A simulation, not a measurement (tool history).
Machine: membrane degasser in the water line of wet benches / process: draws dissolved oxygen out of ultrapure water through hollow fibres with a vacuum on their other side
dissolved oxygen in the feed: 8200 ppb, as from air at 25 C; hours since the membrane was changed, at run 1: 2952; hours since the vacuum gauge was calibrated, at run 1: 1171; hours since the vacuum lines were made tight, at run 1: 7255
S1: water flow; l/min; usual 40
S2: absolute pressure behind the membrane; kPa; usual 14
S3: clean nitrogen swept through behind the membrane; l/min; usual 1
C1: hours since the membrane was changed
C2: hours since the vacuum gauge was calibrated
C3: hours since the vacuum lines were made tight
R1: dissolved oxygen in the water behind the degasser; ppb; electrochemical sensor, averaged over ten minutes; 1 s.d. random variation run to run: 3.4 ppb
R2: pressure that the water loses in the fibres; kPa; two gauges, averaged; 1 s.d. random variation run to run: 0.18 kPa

run	hour	S1	S2	S3	C1	C2	C3	R1	R2
1	0	40	14	1	2952	1171	7255	858.2	31.6
2	131.9	40	14	1	3084	1303	7386	862.4	31.6
3	287.7	40	14	1	3239	1459	7542	860.9	31.43
# hour 355: seals of the vacuum lines changed
4	397.3	40	14	1.47	3347	1566	42	650.7	31.93
5	552.9	40	14	1	3503	1722	198	851.2	31.93
6	667.8	40	14	1	3618	1837	313	861.9	31.7
7	826.5	40	14	1	3776	1996	471	852.7	32.12
8	1009.6	40	14	1	3959	2179	655	844.8	31.74
9	1139.7	40	14	1	4090	2309	785	854.4	32.03
10	1223.7	40	14	1	4173	2393	869	851.6	31.87
11	1315.9	40	14	1	4266	2485	961	852	32.31
12	1431.5	40	14	2.77	4381	2601	1077	409	31.71
13	1511	40	29.2	2.77	4461	2680	1156	844.4	32.03
14	1636.9	40	14	1	4587	2806	1282	855.3	31.78
15	1802	40	10	1	4752	2971	1447	576.1	31.86
16	1934.6	40	10	1	4884	3104	1580	573.6	31.82
17	2051.6	40	10	1	5001	3221	1697	574.3	31.33
18	2143.5	43	14	1.76	5093	3313	1789	602.6	34.5
19	2319.8	43	14	1.76	5270	3489	1965	606.6	34.26
20	2408.1	58	26.6	0.82	5358	3577	2053	2293	46.28
21	2536.2	40	14	2.23	5486	3705	2181	476.8	31.73
22	2642.9	25	14	0.87	5593	3812	2288	636.2	19.81
23	2762.3	25	14	0.87	5712	3931	2407	633.5	19.93
24	2840.8	25	17.8	1.57	5791	4010	2486	523.3	19.5
25	2924.1	25	17.8	1.32	5874	4093	2569	595.2	19.93
26	3024.8	25	17.8	1.32	5975	4194	2670	600.4	20.13
27	3135.5	26	11.7	1.92	6085	4305	2781	288.3	20.41
28	3310.2	42	28.8	1.92	6260	4479	2955	1117.8	33.47
29	3470.9	52	19.2	2.46	6421	4640	3116	770.8	41.22
30	3596.7	40	12.9	0.77	6546	4766	3242	914.9	31.63
31	3774.7	40	32	0.77	6724	4944	3420	2198.9	31.95
32	3964	40	32	0.77	6914	5133	3609	2187.1	31.76
33	4078.5	48	26.8	1	7028	5248	3723	1802.5	38.17

Consider 3 possible next runs. They are alternatives, not a sequence: every one starts from the tool as it was left by run 33. What does each give?
# hour 4136.3: vacuum gauge calibrated
A	4223.1	31	31.3	0.42	7172	87	3868	?	?
# hour 4136.3: vacuum gauge calibrated
B	4223.1	45	26.8	0.48	7172	87	3868	?	?
# hour 4136.3: vacuum gauge calibrated
C	4223.1	48	34.1	0.65	7172	87	3868	?	?

run	R1	R2
A	2632.6	24.52
B	2638.9	35.56
C	2821.9	37.99
Without the tool's unlogged condition, the same runs would have read:
run	R1	R2
A	2708.2	24.51
B	2714.7	35.54
C	2902.9	37.97
